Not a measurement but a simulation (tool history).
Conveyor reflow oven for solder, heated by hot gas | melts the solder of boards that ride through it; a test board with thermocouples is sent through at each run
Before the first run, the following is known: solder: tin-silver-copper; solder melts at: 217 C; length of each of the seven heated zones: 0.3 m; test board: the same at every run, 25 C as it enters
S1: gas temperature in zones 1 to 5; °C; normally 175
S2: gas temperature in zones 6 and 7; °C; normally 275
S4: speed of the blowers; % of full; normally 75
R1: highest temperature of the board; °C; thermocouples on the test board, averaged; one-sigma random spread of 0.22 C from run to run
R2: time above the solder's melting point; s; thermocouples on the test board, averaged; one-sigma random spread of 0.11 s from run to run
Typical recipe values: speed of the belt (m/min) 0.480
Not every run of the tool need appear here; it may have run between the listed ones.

Run 1, hour 0.0: usual settings. Result: R1 260.6 °C, R2 62.9 s.
Run 2, hour 28.0: usual settings. Result: R1 260.5 °C, R2 62.8 s.
Run 3, hour 63.9: usual settings. Result: R1 260.1 °C, R2 62.9 s.
Run 4, hour 99.8: usual settings. Result: R1 260.5 °C, R2 62.6 s.
Run 5, hour 141.6: usual settings but speed of the belt (m/min) 0.577. Result: R1 254.8 °C, R2 48.1 s.
Run 6, hour 167.7: usual settings but speed of the belt (m/min) 0.577, S4 64 % of full. Result: R1 251.8 °C, R2 45.8 s.
Run 7, hour 203.4: usual settings but S2 264 °C. Result: R1 250.2 °C, R2 56.6 s.
Run 8, hour 238.8: usual settings. Result: R1 260.0 °C, R2 62.7 s.
Run 9, hour 263.3: usual settings. Result: R1 260.2 °C, R2 62.8 s.
Run 10, hour 299.9: usual settings. Result: R1 259.9 °C, R2 62.7 s.
Run 11, hour 323.1: usual settings but S2 263 °C. Result: R1 249.5 °C, R2 56.1 s.
Run 12, hour 358.1: usual settings. Result: R1 260.0 °C, R2 62.6 s.
Run 13, hour 382.4: usual settings. Result: R1 259.9 °C, R2 62.6 s.
Run 14, hour 404.1: usual settings. Result: R1 259.5 °C, R2 62.5 s.
Run 15, hour 435.4: usual settings but S1 188 °C, speed of the belt (m/min) 0.413. Result: R1 265.0 °C, R2 81.7 s.
Run 16, hour 483.7: usual settings but S1 160 °C, S2 286 °C. Result: R1 267.5 °C, R2 61.9 s.
Run 17, hour 524.0: usual settings but S1 161 °C, S2 281 °C, speed of the belt (m/min) 0.411, S4 64 % of full. Result: R1 265.9 °C, R2 72.8 s.
At hour 531.8: flux residue cleaned out of gas plates and filters.
Run 18, hour 560.4: usual settings but S1 161 °C, S2 281 °C, speed of the belt (m/min) 0.411, S4 64 % of full. Result: R1 265.7 °C, R2 72.1 s.
Run 19, hour 609.2: usual settings but S1 161 °C, S2 281 °C, speed of the belt (m/min) 0.411, S4 64 % of full. Result: R1 265.3 °C, R2 72.4 s.
At hour 645.2: belt drive overhauled, speed set with a stopwatch.
Run 20, hour 647.5: usual settings but S1 161 °C, S2 281 °C, speed of the belt (m/min) 0.411, S4 64 % of full. Result: R1 264.6 °C, R2 70.5 s.
Run 21, hour 686.4: usual settings but S1 161 °C, S2 281 °C, speed of the belt (m/min) 0.411, S4 64 % of full. Result: R1 264.9 °C, R2 70.5 s.
Run 22, hour 715.2: usual settings but S1 161 °C, S2 281 °C, speed of the belt (m/min) 0.411, S4 64 % of full. Result: R1 264.6 °C, R2 70.6 s.
Run 23, hour 747.5: usual settings but S2 279 °C, speed of the belt (m/min) 0.484, S4 55 % of full. Result: R1 257.1 °C, R2 58.6 s.
At hour 771.6: flux residue cleaned out of gas plates and filters, once more.
Run 24, hour 797.8: usual settings but S4 64 % of full. Result: R1 257.6 °C, R2 60.0 s.
Run 25, hour 836.2: usual settings but S1 186 °C, S4 76 % of full. Result: R1 260.9 °C, R2 66.5 s.
Run 26, hour 885.2: usual settings but S1 167 °C, S2 286 °C, speed of the belt (m/min) 0.494, S4 64 % of full. Result: R1 264.6 °C, R2 59.3 s.
Run 27, hour 920.8: usual settings but S1 167 °C, S2 282 °C, speed of the belt (m/min) 0.494, S4 64 % of full. Result: R1 261.3 °C, R2 57.7 s.
Run 28, hour 948.8: usual settings but S1 181 °C, S4 64 % of full. Result: R1 258.2 °C, R2 62.6 s.

Predict each of these 5 candidate next runs independently; none follows another, all start after run 28:
Run A, hour 971.5: usual settings but speed of the belt (m/min) 0.437. Result: R1 ?, R2 ?.
Run B, hour 971.5: usual settings but S1 178 °C, S4 69 % of full. Result: R1 ?, R2 ?.
Run C, hour 971.5: usual settings but S1 166 °C, S2 289 °C, S4 55 % of full. Result: R1 ?, R2 ?.
Run D, hour 971.5: usual settings but S1 171 °C, speed of the belt (m/min) 0.469, S4 64 % of full. Result: R1 ?, R2 ?.
Run E, hour 971.5: usual settings but speed of the belt (m/min) 0.412. Result: R1 ?, R2 ?.

run     R1    R2
  A  262.0  69.3
  B  258.6  61.9
  C  265.1  61.4
  D  257.0  60.2
  E  263.1  74.9
Without the tool's hidden state the same runs would have given:
run     R1    R2
  A  264.4  70.4
  B  260.9  63.1
  C  267.5  62.5
  D  259.3  61.5
  E  265.5  75.9

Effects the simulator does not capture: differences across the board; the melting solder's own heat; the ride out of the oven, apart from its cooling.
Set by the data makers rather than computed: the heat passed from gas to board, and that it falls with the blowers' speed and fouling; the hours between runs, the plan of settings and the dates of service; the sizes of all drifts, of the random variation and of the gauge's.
